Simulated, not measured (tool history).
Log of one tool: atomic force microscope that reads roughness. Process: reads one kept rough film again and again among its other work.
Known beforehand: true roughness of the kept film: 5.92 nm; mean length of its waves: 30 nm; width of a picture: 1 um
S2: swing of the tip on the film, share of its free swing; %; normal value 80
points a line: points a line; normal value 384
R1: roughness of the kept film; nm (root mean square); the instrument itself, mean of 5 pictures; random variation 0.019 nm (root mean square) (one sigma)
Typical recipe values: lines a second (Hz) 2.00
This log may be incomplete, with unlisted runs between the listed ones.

{"run": 1, "hour": 0.0, "lines a second (Hz)": 2.0, "S2": 80, "points a line": 384, "R1": 4.688}
{"run": 2, "hour": 24.5, "lines a second (Hz)": 2.0, "S2": 80, "points a line": 606, "R1": 4.724}
{"run": 3, "hour": 42.7, "lines a second (Hz)": 2.0, "S2": 80, "points a line": 606, "R1": 4.722}
{"run": 4, "hour": 59.8, "lines a second (Hz)": 2.0, "S2": 80, "points a line": 606, "R1": 4.699}
{"run": 5, "hour": 79.1, "lines a second (Hz)": 2.0, "S2": 80, "points a line": 606, "R1": 4.68}
{"hour": 85.4, "done": "new tip fitted"}
{"run": 6, "hour": 96.9, "lines a second (Hz)": 0.62, "S2": 80, "points a line": 384, "R1": 5.032}
{"run": 7, "hour": 112.7, "lines a second (Hz)": 0.62, "S2": 80, "points a line": 384, "R1": 5.061}
{"run": 8, "hour": 123.7, "lines a second (Hz)": 0.62, "S2": 80, "points a line": 384, "R1": 5.025}
{"run": 9, "hour": 147.7, "lines a second (Hz)": 2.42, "S2": 76, "points a line": 384, "R1": 4.686}
{"run": 10, "hour": 168.4, "lines a second (Hz)": 2.0, "S2": 69, "points a line": 258, "R1": 4.882}
{"run": 11, "hour": 179.1, "lines a second (Hz)": 0.83, "S2": 70, "points a line": 384, "R1": 5.046}
{"run": 12, "hour": 196.4, "lines a second (Hz)": 0.83, "S2": 70, "points a line": 384, "R1": 5.058}
{"hour": 198.4, "done": "new tip fitted"}
{"run": 13, "hour": 217.7, "lines a second (Hz)": 2.0, "S2": 70, "points a line": 384, "R1": 4.896}
{"run": 14, "hour": 233.6, "lines a second (Hz)": 2.0, "S2": 70, "points a line": 384, "R1": 4.892}

4 ways to go on from here, each from the tool as it stands after run 14. What would each give?
{"run": "A", "hour": 247.3, "lines a second (Hz)": 1.71, "S2": 68, "points a line": 522, "R1": "?"}
{"run": "B", "hour": 247.3, "lines a second (Hz)": 0.7, "S2": 63, "points a line": 384, "R1": "?"}
{"run": "C", "hour": 247.3, "lines a second (Hz)": 1.68, "S2": 84, "points a line": 623, "R1": "?"}
{"run": "D", "hour": 247.3, "lines a second (Hz)": 0.58, "S2": 70, "points a line": 485, "R1": "?"}

run=A R1=4.946
run=B R1=5.097
run=C R1=4.725
run=D R1=5.106
Without the tool's unlogged condition, the same runs would have read:
run=A R1=4.954
run=B R1=5.105
run=C R1=4.732
run=D R1=5.113
